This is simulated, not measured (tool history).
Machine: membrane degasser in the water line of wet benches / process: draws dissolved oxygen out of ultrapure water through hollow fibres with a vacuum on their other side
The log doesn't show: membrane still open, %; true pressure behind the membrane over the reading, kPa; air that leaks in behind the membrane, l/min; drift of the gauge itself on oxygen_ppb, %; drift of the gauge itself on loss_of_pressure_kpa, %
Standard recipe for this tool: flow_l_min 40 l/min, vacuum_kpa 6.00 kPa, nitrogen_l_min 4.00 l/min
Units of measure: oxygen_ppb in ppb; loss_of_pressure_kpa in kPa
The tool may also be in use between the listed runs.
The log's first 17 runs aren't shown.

run    hour  flow_l_min  vacuum_kpa  nitrogen_l_min  hours since the membrane was changed  hours since the vacuum gauge was calibrated  hours since the vacuum lines were made tight  oxygen_ppb  loss_of_pressure_kpa
 18   984.8          34        6.00            1.74                                  2989                                         1522                                           979       133.5                 42.15
 19  1051.0          34        6.00            1.74                                  3056                                         1588                                          1046       132.7                 42.03
 20  1088.1          57       11.69            1.70                                  3093                                         1625                                          1083       586.2                 70.11
 21  1122.7          28        4.17            4.89                                  3127                                         1659                                          1117        22.7                 34.81
 22  1198.8          36        9.69            3.21                                  3203                                         1736                                          1193       180.7                 44.23
 23  1274.0          39        6.52            2.73                                  3279                                         1811                                          1269       126.0                 48.22
 24  1338.2          38        8.43            4.00                                  3343                                         1875                                          1333       132.3                 47.12
 25  1375.7          38        8.43            4.00                                  3380                                         1912                                          1370       132.9                 46.77
 26  1423.4          61        6.01            4.00                                  3428                                         1960                                          1418       133.8                 75.64
 27  1499.5          63       10.99            5.78                                  3504                                         2036                                          1494       237.5                 78.58
     1513.0  -- gauge calibrated
 28  1538.1          63       10.99            5.78                                  3543                                         2075                                          1533       233.5                 76.12
 29  1596.5          63       10.99            5.78                                  3601                                         2133                                          1591       233.8                 75.72
 30  1644.9          58        5.13            2.60                                  3650                                         2182                                          1640       127.7                 70.42
 31  1679.3          31        6.66            2.60                                  3684                                         2216                                          1674       106.4                 37.72
 32  1757.4          31        6.66            2.60                                  3762                                         2294                                          1752       106.5                 37.50
 33  1805.7          31        6.66            2.60                                  3810                                         2342                                          1800       105.8                 37.74

Here are 3 independent what-if runs from the current tool condition. What would each one return?
  A  1858.7          58        6.00            2.42                                  3863                                         2395                                          1853           ?                     ?
  B  1858.7          42       12.67            1.62                                  3863                                         2395                                          1853           ?                     ?
  C  1858.7          56        6.66            2.60                                  3863                                         2395                                          1853           ?                     ?

run  oxygen_ppb  loss_of_pressure_kpa
  A       181.6                 70.62
  B       520.1                 51.52
  C       196.0                 68.29
Without the tool's hidden state the same runs would have given:
run  oxygen_ppb  loss_of_pressure_kpa
  A       181.5                 70.15
  B       520.0                 51.18
  C       196.0                 67.83
